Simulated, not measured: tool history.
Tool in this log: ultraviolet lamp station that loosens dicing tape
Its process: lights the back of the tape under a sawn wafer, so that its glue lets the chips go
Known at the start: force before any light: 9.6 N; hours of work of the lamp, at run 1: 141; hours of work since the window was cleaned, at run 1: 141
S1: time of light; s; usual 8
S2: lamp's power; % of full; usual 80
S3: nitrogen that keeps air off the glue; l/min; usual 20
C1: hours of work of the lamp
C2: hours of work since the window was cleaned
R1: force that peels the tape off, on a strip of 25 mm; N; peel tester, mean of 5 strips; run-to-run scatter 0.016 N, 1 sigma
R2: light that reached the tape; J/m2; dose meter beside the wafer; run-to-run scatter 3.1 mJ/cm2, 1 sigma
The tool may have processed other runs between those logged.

run,hour,S1,S2,S3,C1,C2,R1,R2
1,0,8,80,20,141,141,1.005,4020
2,16.1,8,80,20,148,148,1.011,4000
3,53,8,80,20,164,164,1.034,3950
4,85.9,8,73,20,178,178,1.266,3620
5,123.8,8,73,20,195,195,1.311,3500
6,161.4,8,80,20,211,211,1.122,3870
7,193.2,8,80,20,225,225,1.147,3780
8,231.6,8,80,20,241,241,1.162,3690
9,258.1,8,80,20,253,253,1.241,3680
10,276,8,80,6,260,260,2.504,3680
11,293.5,10,85,17,268,268,0.735,4870
12,323.3,6,80,20,281,281,2.079,2730
13,350,6,80,20,292,292,2.098,2730
14,388.3,6,80,20,309,309,2.111,2630
15,408.2,6,80,20,317,317,2.107,2590
16,438.4,10,80,24,331,331,0.779,4300
17,472.9,10,80,29,345,345,0.685,4300
18,503.9,10,80,29,359,359,0.689,4230
19,541.7,10,80,29,375,375,0.722,4170
20,563.9,8,86,12,385,385,1.742,3490

Alternative continuations, all from the tool just after run 20; predict every row:
A,595.2,8,83,12,398,398,?,?
B,595.2,8,94,18,398,398,?,?
C,595.2,8,86,17,398,398,?,?
D,595.2,8,86,19,398,398,?,?

run,R1,R2
A,1.908,3350
B,1.172,3870
C,1.452,3480
D,1.355,3500
With the hidden condition removed and each run's random variation left untouched, the same runs would have given:
run,R1,R2
A,1.016,4760
B,0.547,5480
C,0.711,4940
D,0.653,4960

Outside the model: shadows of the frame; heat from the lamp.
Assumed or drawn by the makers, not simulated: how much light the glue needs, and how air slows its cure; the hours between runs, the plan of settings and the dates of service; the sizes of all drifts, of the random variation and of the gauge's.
